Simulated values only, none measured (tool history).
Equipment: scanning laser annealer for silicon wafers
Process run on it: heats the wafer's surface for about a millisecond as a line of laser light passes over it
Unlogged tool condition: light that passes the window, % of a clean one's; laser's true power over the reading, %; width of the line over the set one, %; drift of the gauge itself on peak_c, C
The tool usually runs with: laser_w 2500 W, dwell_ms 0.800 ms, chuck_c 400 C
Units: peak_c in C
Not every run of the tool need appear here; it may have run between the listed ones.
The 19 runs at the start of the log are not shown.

| run | hour | laser_w | dwell_ms | chuck_c | hours of work since the window was cleaned | hours of work since the power meter was calibrated | hours of work since the optics were aligned | peak_c |
|---|---|---|---|---|---|---|---|---|
| 20 | 276.6 | 2733 | 0.612 | 408 | 350 | 538 | 56 | 1160 |
| 21 | 290.9 | 2733 | 0.612 | 408 | 358 | 546 | 64 | 1157 |
| 22 | 303.4 | 2733 | 0.612 | 365 | 365 | 553 | 71 | 1118 |
| 23 | 313.0 | 2157 | 0.838 | 400 | 371 | 559 | 77 | 1067 |
| 24 | 324.0 | 2544 | 0.800 | 370 | 377 | 565 | 83 | 1164 |
| 25 | 335.4 | 2404 | 0.815 | 414 | 383 | 572 | 90 | 1163 |
| 26 | 347.8 | 2405 | 0.800 | 400 | 391 | 579 | 97 | 1142 |
| 27 | 362.1 | 2405 | 0.800 | 400 | 399 | 587 | 105 | 1139 |
| 28 | 370.6 | 2475 | 0.579 | 400 | 404 | 592 | 110 | 1043 |
| 29 | 389.7 | 2475 | 0.579 | 400 | 415 | 603 | 121 | 1041 |
| 30 | 401.1 | 2475 | 0.579 | 400 | 421 | 610 | 128 | 1043 |
| 31 | 416.7 | 2264 | 0.800 | 365 | 430 | 619 | 137 | 1051 |
| 32 | 434.1 | 2264 | 0.800 | 365 | 441 | 629 | 147 | 1050 |
| 33 | 447.7 | 2264 | 0.800 | 365 | 448 | 637 | 155 | 1054 |
| 34 | 463.5 | 2597 | 0.637 | 435 | 458 | 646 | 164 | 1149 |
| 35 | 474.0 | 2597 | 0.895 | 435 | 464 | 652 | 170 | 1292 |
| 36 | 490.1 | 2402 | 0.774 | 405 | 473 | 661 | 179 | 1128 |
| 37 | 497.9 | 2270 | 0.766 | 405 | 477 | 666 | 184 | 1075 |

Forecast each of these 4 alternatives for the next run:
| A | 511.4 | 2270 | 0.766 | 417 | 485 | 673 | 191 | ? |
| B | 511.4 | 2270 | 0.584 | 405 | 485 | 673 | 191 | ? |
| C | 511.4 | 2270 | 0.797 | 360 | 485 | 673 | 191 | ? |
| D | 511.4 | 2509 | 0.800 | 400 | 485 | 673 | 191 | ? |

| run | peak_c |
|---|---|
| A | 1089 |
| B | 984 |
| C | 1045 |
| D | 1175 |
Without the tool's unlogged condition, the same runs would have read:
| run | peak_c |
|---|---|
| A | 1112 |
| B | 1004 |
| C | 1068 |
| D | 1201 |
